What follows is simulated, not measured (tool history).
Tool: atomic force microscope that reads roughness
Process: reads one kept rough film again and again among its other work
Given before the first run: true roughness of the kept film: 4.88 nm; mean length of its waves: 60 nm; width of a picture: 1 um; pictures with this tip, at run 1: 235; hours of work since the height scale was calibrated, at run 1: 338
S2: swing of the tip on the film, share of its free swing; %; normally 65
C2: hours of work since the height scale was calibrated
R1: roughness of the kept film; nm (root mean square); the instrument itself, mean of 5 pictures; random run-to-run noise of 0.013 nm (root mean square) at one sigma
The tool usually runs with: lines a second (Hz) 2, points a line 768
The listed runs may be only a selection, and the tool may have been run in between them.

{"run": 1, "day": 0.0, "lines a second (Hz)": 2, "S2": 65, "points a line": 768, "pictures with this tip": 235, "C2": 338, "R1": 4.475}
{"run": 2, "day": 0.862, "lines a second (Hz)": 2, "S2": 88, "points a line": 768, "pictures with this tip": 272, "C2": 349, "R1": 4.113}
{"run": 3, "day": 1.462, "lines a second (Hz)": 2, "S2": 88, "points a line": 768, "pictures with this tip": 298, "C2": 357, "R1": 4.125}
{"day": 1.971, "done": "new tip fitted"}
{"run": 4, "day": 2.5, "lines a second (Hz)": 0.71, "S2": 65, "points a line": 768, "pictures with this tip": 22, "C2": 370, "R1": 4.623}
{"run": 5, "day": 3.529, "lines a second (Hz)": 0.71, "S2": 65, "points a line": 768, "pictures with this tip": 67, "C2": 384, "R1": 4.637}
{"run": 6, "day": 3.971, "lines a second (Hz)": 0.71, "S2": 65, "points a line": 768, "pictures with this tip": 86, "C2": 389, "R1": 4.652}
{"run": 7, "day": 4.917, "lines a second (Hz)": 0.71, "S2": 65, "points a line": 768, "pictures with this tip": 127, "C2": 402, "R1": 4.617}
{"run": 8, "day": 5.621, "lines a second (Hz)": 0.71, "S2": 65, "points a line": 768, "pictures with this tip": 158, "C2": 411, "R1": 4.636}
{"run": 9, "day": 6.6, "lines a second (Hz)": 1.95, "S2": 65, "points a line": 768, "pictures with this tip": 200, "C2": 424, "R1": 4.514}
{"run": 10, "day": 7.117, "lines a second (Hz)": 1.95, "S2": 65, "points a line": 768, "pictures with this tip": 222, "C2": 430, "R1": 4.531}
{"run": 11, "day": 7.562, "lines a second (Hz)": 2, "S2": 65, "points a line": 768, "pictures with this tip": 242, "C2": 436, "R1": 4.508}
{"run": 12, "day": 8.183, "lines a second (Hz)": 2, "S2": 65, "points a line": 768, "pictures with this tip": 269, "C2": 444, "R1": 4.508}
{"run": 13, "day": 8.812, "lines a second (Hz)": 2, "S2": 65, "points a line": 768, "pictures with this tip": 296, "C2": 453, "R1": 4.512}
{"day": 9.392, "done": "new tip fitted"}
{"run": 14, "day": 9.662, "lines a second (Hz)": 0.76, "S2": 65, "points a line": 768, "pictures with this tip": 12, "C2": 463, "R1": 4.62}
{"run": 15, "day": 10.267, "lines a second (Hz)": 0.76, "S2": 65, "points a line": 768, "pictures with this tip": 38, "C2": 471, "R1": 4.636}
{"run": 16, "day": 11.296, "lines a second (Hz)": 0.76, "S2": 65, "points a line": 768, "pictures with this tip": 82, "C2": 485, "R1": 4.642}
{"run": 17, "day": 12.004, "lines a second (Hz)": 0.76, "S2": 65, "points a line": 768, "pictures with this tip": 113, "C2": 494, "R1": 4.624}
{"run": 18, "day": 12.775, "lines a second (Hz)": 0.76, "S2": 59, "points a line": 768, "pictures with this tip": 147, "C2": 504, "R1": 4.659}
{"run": 19, "day": 13.558, "lines a second (Hz)": 0.76, "S2": 59, "points a line": 552, "pictures with this tip": 181, "C2": 514, "R1": 4.661}
{"run": 20, "day": 14.029, "lines a second (Hz)": 1.34, "S2": 61, "points a line": 380, "pictures with this tip": 201, "C2": 521, "R1": 4.589}
{"run": 21, "day": 14.675, "lines a second (Hz)": 1.34, "S2": 61, "points a line": 380, "pictures with this tip": 229, "C2": 529, "R1": 4.579}

Run 22, settings as shown, results not yet in. Your forecast:
{"run": 22, "day": 15.479, "lines a second (Hz)": 1.34, "S2": 61, "points a line": 380, "pictures with this tip": 264, "C2": 539, "R1": "?"}

R1: 4.594 nm (root mean square)
Minus the tool's unlogged condition, the same run would have read R1 4.597 nm (root mean square).
